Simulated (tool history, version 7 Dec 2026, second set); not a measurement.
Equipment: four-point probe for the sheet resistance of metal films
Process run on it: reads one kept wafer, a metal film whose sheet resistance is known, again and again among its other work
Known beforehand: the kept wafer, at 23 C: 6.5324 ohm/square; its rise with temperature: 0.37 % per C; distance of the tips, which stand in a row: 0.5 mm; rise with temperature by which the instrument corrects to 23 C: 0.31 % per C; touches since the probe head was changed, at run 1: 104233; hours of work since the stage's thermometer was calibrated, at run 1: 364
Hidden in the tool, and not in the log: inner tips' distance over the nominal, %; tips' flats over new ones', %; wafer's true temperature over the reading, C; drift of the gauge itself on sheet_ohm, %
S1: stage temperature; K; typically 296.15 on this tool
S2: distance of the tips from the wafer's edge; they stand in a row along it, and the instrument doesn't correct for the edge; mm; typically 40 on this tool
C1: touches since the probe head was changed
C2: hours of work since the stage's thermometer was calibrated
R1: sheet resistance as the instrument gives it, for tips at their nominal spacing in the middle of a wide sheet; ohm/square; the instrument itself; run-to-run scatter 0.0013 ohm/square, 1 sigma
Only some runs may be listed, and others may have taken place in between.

run,hour,S1,S2,C1,C2,R1
1,0.0,296.15,40,104233,364,6.570017
2,8.0,305.15,40,104638,369,6.598093
3,21.5,305.15,40,105315,378,6.600858
4,32.4,305.15,40,105866,386,6.604938
5,48.7,305.15,40,106686,397,6.599159
6,58.4,305.15,40,107175,404,6.601356
7,69.5,292.15,40,107732,411,6.558605
8,80.1,292.15,40,108267,418,6.555831
9,91.5,296.15,40,108843,426,6.573243
10,102.7,296.15,40,109404,434,6.571402
# hour 104.4: stage's thermometer calibrated
11,115.9,292.15,40,110044,8,6.559159
12,123.3,292.15,40,110417,13,6.559453
13,135.0,307.15,40,111009,21,6.608270
14,147.0,307.15,40,111611,29,6.611167
15,155.7,307.15,40,112050,35,6.609052
16,169.2,302.15,28,112732,44,6.594003
17,177.4,292.15,4,113142,50,6.614265
18,190.5,303.15,21,113803,59,6.599306
# hour 200.4: stage's thermometer calibrated, once more
19,204.5,292.15,21,114481,3,6.567463
20,217.2,292.15,3,115121,11,6.662466
21,233.4,292.15,3,115936,23,6.660353
22,247.3,301.15,3,116638,32,6.692708
23,263.4,295.15,4,117450,43,6.630988
24,273.5,295.15,4,117959,50,6.630577
25,280.8,306.15,16,118325,55,6.614263
26,295.7,306.15,16,119075,65,6.616429
27,311.3,307.15,23,119864,76,6.618405
28,319.1,307.15,4,120256,81,6.675255
29,332.1,292.15,4,120912,90,6.622144

Each row is a separate what-if for the run after 29, all from the same tool condition, not one after another. Results?
A,344.6,301.15,3,121539,99,?
B,344.6,305.15,40,121539,99,?
C,344.6,305.15,40,121539,99,?

run,R1
A,6.697048
B,6.612473
C,6.609313
The same runs, with their run-to-run variation unchanged, on a tool lacking any hidden condition would have given:
run,R1
A,6.647772
B,6.563775
C,6.560638
